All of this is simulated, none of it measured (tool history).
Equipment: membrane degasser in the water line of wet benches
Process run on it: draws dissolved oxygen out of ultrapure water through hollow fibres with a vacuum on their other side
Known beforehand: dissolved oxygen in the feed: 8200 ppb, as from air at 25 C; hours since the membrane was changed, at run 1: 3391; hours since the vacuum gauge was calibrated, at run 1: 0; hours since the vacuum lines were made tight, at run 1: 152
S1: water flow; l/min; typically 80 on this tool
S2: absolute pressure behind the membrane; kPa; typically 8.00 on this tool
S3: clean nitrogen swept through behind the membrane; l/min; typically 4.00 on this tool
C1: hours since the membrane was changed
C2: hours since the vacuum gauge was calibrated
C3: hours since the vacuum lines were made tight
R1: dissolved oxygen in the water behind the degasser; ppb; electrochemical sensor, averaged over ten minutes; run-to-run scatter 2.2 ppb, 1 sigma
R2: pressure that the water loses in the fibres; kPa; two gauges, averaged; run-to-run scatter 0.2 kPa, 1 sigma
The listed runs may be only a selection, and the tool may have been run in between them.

Run 1, hour 0.0: usual settings; C1 3391; C2 0; C3 152. Result: R1 221.9 ppb, R2 46.07 kPa.
Run 2, hour 323.2: usual settings; C1 3714; C2 323; C3 475. Result: R1 222.0 ppb, R2 46.33 kPa.
Run 3, hour 478.0: usual settings; C1 3869; C2 478; C3 630. Result: R1 222.0 ppb, R2 46.29 kPa.
Run 4, hour 622.2: usual settings but S2 5.89 kPa; C1 4013; C2 622; C3 774. Result: R1 132.5 ppb, R2 46.83 kPa.
Run 5, hour 897.7: usual settings; C1 4288; C2 898; C3 1050. Result: R1 219.6 ppb, R2 46.29 kPa.
Run 6, hour 1181.1: usual settings; C1 4572; C2 1181; C3 1333. Result: R1 220.5 ppb, R2 46.54 kPa.
Run 7, hour 1420.8: usual settings but S1 126 l/min; C1 4811; C2 1421; C3 1573. Result: R1 365.6 ppb, R2 73.21 kPa.
Run 8, hour 1751.2: usual settings but S1 81 l/min; C1 5142; C2 1751; C3 1903. Result: R1 224.4 ppb, R2 47.09 kPa.
Run 9, hour 2017.1: usual settings but S1 59 l/min; C1 5408; C2 2017; C3 2169. Result: R1 167.8 ppb, R2 34.26 kPa.
Run 10, hour 2371.0: usual settings; C1 5762; C2 2371; C3 2523. Result: R1 226.1 ppb, R2 46.64 kPa.
Run 11, hour 2688.0: usual settings but S2 8.11 kPa; C1 6079; C2 2688; C3 2840. Result: R1 230.1 ppb, R2 47.37 kPa.
Run 12, hour 3019.6: usual settings but S1 103 l/min, S2 8.11 kPa; C1 6410; C2 3020; C3 3171. Result: R1 298.5 ppb, R2 60.66 kPa.
Run 13, hour 3332.1: usual settings but S1 103 l/min, S2 8.11 kPa; C1 6723; C2 3332; C3 3484. Result: R1 307.0 ppb, R2 60.68 kPa.
Run 14, hour 3678.5: usual settings but S3 4.58 l/min; C1 7069; C2 3679; C3 3830. Result: R1 202.5 ppb, R2 47.39 kPa.
Run 15, hour 3849.9: usual settings but S3 4.58 l/min; C1 7241; C2 3850; C3 4002. Result: R1 202.5 ppb, R2 47.67 kPa.
Run 16, hour 4000.2: usual settings but S3 4.58 l/min; C1 7391; C2 4000; C3 4152. Result: R1 207.5 ppb, R2 47.38 kPa.
Run 17, hour 4235.2: usual settings but S1 65 l/min, S3 6.93 l/min; C1 7626; C2 4235; C3 4387. Result: R1 114.8 ppb, R2 38.56 kPa.
Run 18, hour 4390.6: usual settings but S1 59 l/min, S3 8.38 l/min; C1 7781; C2 4391; C3 4542. Result: R1 89.1 ppb, R2 35.08 kPa.
Run 19, hour 4607.6: usual settings but S1 51 l/min, S2 11.42 kPa, S3 2.86 l/min; C1 7998; C2 4608; C3 4759. Result: R1 335.0 ppb, R2 30.02 kPa.
Run 20, hour 4785.5: usual settings but S2 5.76 kPa, S3 2.65 l/min; C1 8176; C2 4786; C3 4937. Result: R1 190.7 ppb, R2 47.52 kPa.
Run 21, hour 5083.6: usual settings but S1 108 l/min, S2 12.04 kPa, S3 3.58 l/min; C1 8474; C2 5084; C3 5235. Result: R1 591.4 ppb, R2 64.47 kPa.
Run 22, hour 5294.3: usual settings but S1 108 l/min, S2 12.04 kPa, S3 3.58 l/min; C1 8685; C2 5294; C3 5446. Result: R1 575.1 ppb, R2 64.46 kPa.
Run 23, hour 5562.9: usual settings but S2 7.16 kPa, S3 4.19 l/min; C1 8954; C2 5563; C3 5715. Result: R1 190.2 ppb, R2 47.69 kPa.
Run 24, hour 5919.5: usual settings but S1 55 l/min; C1 9310; C2 5920; C3 6071. Result: R1 167.6 ppb, R2 32.59 kPa.
Run 25, hour 6119.3: usual settings but S1 55 l/min, S3 2.59 l/min; C1 9510; C2 6119; C3 6271. Result: R1 236.6 ppb, R2 33.00 kPa.
Run 26, hour 6350.2: usual settings but S1 86 l/min, S3 2.50 l/min; C1 9741; C2 6350; C3 6502. Result: R1 371.3 ppb, R2 51.35 kPa.
Run 27, hour 6544.4: usual settings but S1 86 l/min, S3 6.97 l/min; C1 9935; C2 6544; C3 6696. Result: R1 166.3 ppb, R2 51.86 kPa.
Run 28, hour 6723.1: usual settings but S2 10.21 kPa, S3 2.13 l/min; C1 10114; C2 6723; C3 6875. Result: R1 553.1 ppb, R2 48.22 kPa.
Run 29, hour 7056.1: usual settings but S1 58 l/min, S2 10.21 kPa, S3 2.13 l/min; C1 10447; C2 7056; C3 7208. Result: R1 420.5 ppb, R2 35.42 kPa.
Run 30, hour 7393.5: usual settings but S3 4.18 l/min; C1 10784; C2 7394; C3 7545. Result: R1 229.4 ppb, R2 48.21 kPa.
At hour 7490.6: seals of the vacuum lines changed.
Run 31, hour 7735.5: usual settings but S1 65 l/min, S3 6.41 l/min; C1 11124; C2 7733; C3 245. Result: R1 127.9 ppb, R2 38.92 kPa.

4 options for the next run, each taken on its own from the tool as it stands now. Forecast them:
Run A, hour 7927.9: usual settings but S1 114 l/min; C1 11317; C2 7926; C3 437. Result: R1 ?, R2 ?.
Run B, hour 7927.9: usual settings but S2 5.74 kPa; C1 11317; C2 7926; C3 437. Result: R1 ?, R2 ?.
Run C, hour 7927.9: usual settings but S1 96 l/min, S2 5.39 kPa, S3 10.01 l/min; C1 11317; C2 7926; C3 437. Result: R1 ?, R2 ?.
Run D, hour 7927.9: usual settings but S1 125 l/min, S2 7.37 kPa; C1 11317; C2 7926; C3 437. Result: R1 ?, R2 ?.

run     R1     R2
  A  352.7  69.88
  B  146.5  48.72
  C   84.5  58.35
  D  360.7  76.13
With the hidden condition removed and each run's random variation left untouched, the same runs would have given:
run     R1     R2
  A  309.9  64.72
  B  120.0  45.10
  C   64.4  54.03
  D  310.3  70.49
